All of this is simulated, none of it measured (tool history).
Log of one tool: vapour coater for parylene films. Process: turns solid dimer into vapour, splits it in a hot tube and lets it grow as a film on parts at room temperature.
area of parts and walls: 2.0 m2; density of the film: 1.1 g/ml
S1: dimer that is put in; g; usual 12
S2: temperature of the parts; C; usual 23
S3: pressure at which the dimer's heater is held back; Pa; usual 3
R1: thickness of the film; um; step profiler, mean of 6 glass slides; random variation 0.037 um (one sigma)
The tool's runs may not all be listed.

{"run": 1, "hour": 0.0, "S1": 12, "S2": 23, "S3": 3, "R1": 3.78}
{"run": 2, "hour": 80.9, "S1": 14, "S2": 23, "S3": 3, "R1": 4.42}
{"run": 3, "hour": 123.1, "S1": 14, "S2": 23, "S3": 3, "R1": 4.35}
{"run": 4, "hour": 175.9, "S1": 14, "S2": 21, "S3": 3, "R1": 4.5}
{"run": 5, "hour": 209.4, "S1": 14, "S2": 21, "S3": 3, "R1": 4.47}
{"run": 6, "hour": 262.4, "S1": 14, "S2": 21, "S3": 3, "R1": 4.53}
{"run": 7, "hour": 300.0, "S1": 14, "S2": 20, "S3": 9.04, "R1": 3.41}
{"run": 8, "hour": 340.9, "S1": 14, "S2": 20, "S3": 9.04, "R1": 3.45}
{"run": 9, "hour": 393.8, "S1": 8, "S2": 23, "S3": 5.11, "R1": 2.09}

Forecast run 10:
{"run": 10, "hour": 465.8, "S1": 22, "S2": 15, "S3": 3, "R1": "?"}

{"run 10": {"R1": 7.81}}
Without the tool's hidden state the same run would have given R1 8.57 um.
